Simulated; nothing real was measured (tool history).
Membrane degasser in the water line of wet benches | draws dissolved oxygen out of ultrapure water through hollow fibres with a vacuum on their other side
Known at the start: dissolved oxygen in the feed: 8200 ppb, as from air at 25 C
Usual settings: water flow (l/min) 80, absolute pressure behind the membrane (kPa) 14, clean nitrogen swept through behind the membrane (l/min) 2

run	hour	water flow (l/min)	absolute pressure behind the membrane (kPa)	clean nitrogen swept through behind the membrane (l/min)	dissolved oxygen in the water behind the degasser (ppb)	pressure that the water loses in the fibres (kPa)
1	0	80	14	2	802.7	48.87
2	161.8	80	14	2	802.2	49.06
3	289.4	80	14	2	801.7	48.46
4	416.8	80	14	2	804.5	48.51
5	587.2	80	14	0.91	1362.3	48.8
6	704.6	80	14	0.91	1364.8	48.8
7	871.8	80	27.9	2	1652.2	48.67
8	1054.7	80	27.9	2	1654.2	48.9
9	1214.1	80	27.9	2	1644.8	48.99
# hour 1361.4: seals of the vacuum lines changed
10	1401.2	80	27.9	2	1650.5	49.01
11	1571.6	67	14	2	695.4	40.82
12	1790.5	67	14	2	695.7	41.08
13	1973.6	71	14	2	728.8	43.36
14	2146.3	80	14	2	798.1	48.6
15	2290.7	80	14	2	794.8	48.72
16	2384.2	80	14	2	798	49.06
# hour 2446.1: vacuum gauge calibrated
17	2549.4	80	14.6	1.89	870.7	48.74
18	2724.7	80	14.6	1.89	874.7	48.72
19	2942.6	99	21.6	1.79	1603.5	60.29
20	3124.5	77	20.3	2	1163.9	47.14
21	3281.4	77	20.3	2	1163.6	46.69
22	3371.1	51	13.6	5.9	207.9	31.22
23	3529.8	79	22.6	1.85	1396.3	48.66
24	3656.3	94	11.8	1.39	939	57.44
25	3829	94	11.8	1.39	940.7	57.36
26	4027	92	17.8	1.52	1392.9	55.9
27	4189.2	80	14.5	1.8	890.7	48.9
28	4282.2	80	12.5	1.8	747	48.98
29	4401.8	77	35	1.01	2937.8	46.83
30	4546.2	80	20.5	1.04	1854.7	48.92
31	4745.1	80	20.5	1.04	1851.9	48.91

Forecast each of these 3 alternatives for the next run:
A	4940.6	63	19.5	2.95	?	?
B	4940.6	80	20.5	1.1	?	?
C	4940.6	80	10.9	1.96	?	?

run	dissolved oxygen in the water behind the degasser (ppb)	pressure that the water loses in the fibres (kPa)
A	700.5	38.61
B	1790.9	48.74
C	587.3	48.86
Without the tool's hidden state the same runs would have given:
run	dissolved oxygen in the water behind the degasser (ppb)	pressure that the water loses in the fibres (kPa)
A	711.2	38.52
B	1818.7	48.63
C	596.1	48.75

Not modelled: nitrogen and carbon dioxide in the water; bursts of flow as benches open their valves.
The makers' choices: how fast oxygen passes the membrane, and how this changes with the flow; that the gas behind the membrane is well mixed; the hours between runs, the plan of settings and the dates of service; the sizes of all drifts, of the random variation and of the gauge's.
